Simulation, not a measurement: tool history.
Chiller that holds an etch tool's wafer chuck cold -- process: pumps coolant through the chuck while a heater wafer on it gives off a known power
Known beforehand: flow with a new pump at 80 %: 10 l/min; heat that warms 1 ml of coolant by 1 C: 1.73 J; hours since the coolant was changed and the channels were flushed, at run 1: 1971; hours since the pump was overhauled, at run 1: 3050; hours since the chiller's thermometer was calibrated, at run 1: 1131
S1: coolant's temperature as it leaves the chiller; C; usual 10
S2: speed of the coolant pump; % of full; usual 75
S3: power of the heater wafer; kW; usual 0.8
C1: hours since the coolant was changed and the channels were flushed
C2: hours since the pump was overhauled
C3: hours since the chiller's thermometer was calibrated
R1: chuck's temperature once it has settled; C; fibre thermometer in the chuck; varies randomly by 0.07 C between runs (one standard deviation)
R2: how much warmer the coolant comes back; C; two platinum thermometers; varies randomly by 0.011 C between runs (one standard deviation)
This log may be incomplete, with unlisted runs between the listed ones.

run	day	S1	S2	S3	C1	C2	C3	R1	R2
1	0	10	75	0.8	1971	3050	1131	16.77	2.97
2	4.225	10	75	0.8	2072	3151	1232	16.67	2.94
3	8.417	10	75	0.8	2173	3252	1333	16.64	2.94
4	12.362	10	75	0.8	2268	3347	1428	16.77	2.94
5	16.183	10	75	0.8	2359	3439	1519	16.66	2.92
6	21.017	10	75	0.8	2475	3554	1635	16.74	2.91
7	27.271	10	75	0.8	2625	3705	1785	16.69	2.89
8	31.688	10	82	0.8	2731	3811	1892	16.2	2.66
9	35.85	10	79	0.8	2831	3910	1991	16.61	2.74
10	42.517	10	75	0.622	2991	4070	2151	15.17	2.22
11	45.625	10	75	0.622	3066	4145	2226	15.27	2.19
12	50.362	10	75	0.8	3180	4259	2340	16.71	2.84
13	55.375	10	75	0.8	3300	4379	2460	16.84	2.85
14	61.042	10	75	0.8	3436	4515	2596	16.76	2.83
15	64.167	10	75	0.8	3511	4590	2671	16.76	2.84
16	70.633	10	75	0.8	3666	4745	2826	16.77	2.81
17	75.946	10	74	0.445	3794	4873	2954	13.72	1.5
18	81.058	1	68	0.937	3916	4995	3076	9.48	3.63
19	87.275	1	68	0.937	4065	5145	3226	9.52	3.62
20	92.354	1	68	0.937	4187	5267	3348	9.43	3.61
21	97.304	6	66	0.8	4306	5385	3466	13.42	3.16
22	101.317	10	66	1.026	4402	5482	3563	19.52	4.08
23	104.983	10	66	1.026	4490	5570	3651	19.52	4.08
# day 109.104: gauge calibrated
24	110.488	10	66	1.026	4623	5702	3783	19.63	4.31
# day 114.358: chiller's thermometer calibrated
25	115.129	9	93	1.122	4733	5812	18	17.04	3.36
# day 118.412: coolant pump overhauled
26	120.596	9	93	1.122	4859	52	145	17.2	3.36
27	124.879	3	61	0.815	4962	155	248	10.97	3.65
28	131.104	13	61	0.675	5111	305	397	19.6	3.01
29	134.688	14	72	0.44	5197	391	483	17.84	1.63
30	138.042	14	72	0.44	5278	471	563	17.92	1.64
31	141.617	11	62	0.416	5364	557	649	14.98	1.77

Below, each run's measurement less what the same run would have read without the hidden state. Both values contain the same run-to-run variation, but the gauge's scatter may not be the same in both:
Hidden conditions of the tool in this case: heat passed by the chuck's channels, % of clean ones'; flow at a given pump speed, % of a new pump's; coolant's true temperature over the reading, C; drift of the gauge itself on chuck_c, C; drift of the gauge itself on warmer_back_c, C.
run	R2
1	+0.01
2	-0.01
3	-0.02
4	-0.03
5	-0.03
6	-0.04
7	-0.06
8	-0.07
9	-0.07
10	-0.1
11	-0.1
12	-0.11
13	-0.11
14	-0.13
15	-0.13
16	-0.15
17	-0.16
18	-0.17
19	-0.18
20	-0.19
21	-0.21
22	-0.21
23	-0.22
24	+0
25	-0.01
26	-0.02
27	-0.04
28	-0.04
29	-0.06
30	-0.06
31	-0.07
R1 without the hidden state stays within 0.04 C of what was measured, in all runs.

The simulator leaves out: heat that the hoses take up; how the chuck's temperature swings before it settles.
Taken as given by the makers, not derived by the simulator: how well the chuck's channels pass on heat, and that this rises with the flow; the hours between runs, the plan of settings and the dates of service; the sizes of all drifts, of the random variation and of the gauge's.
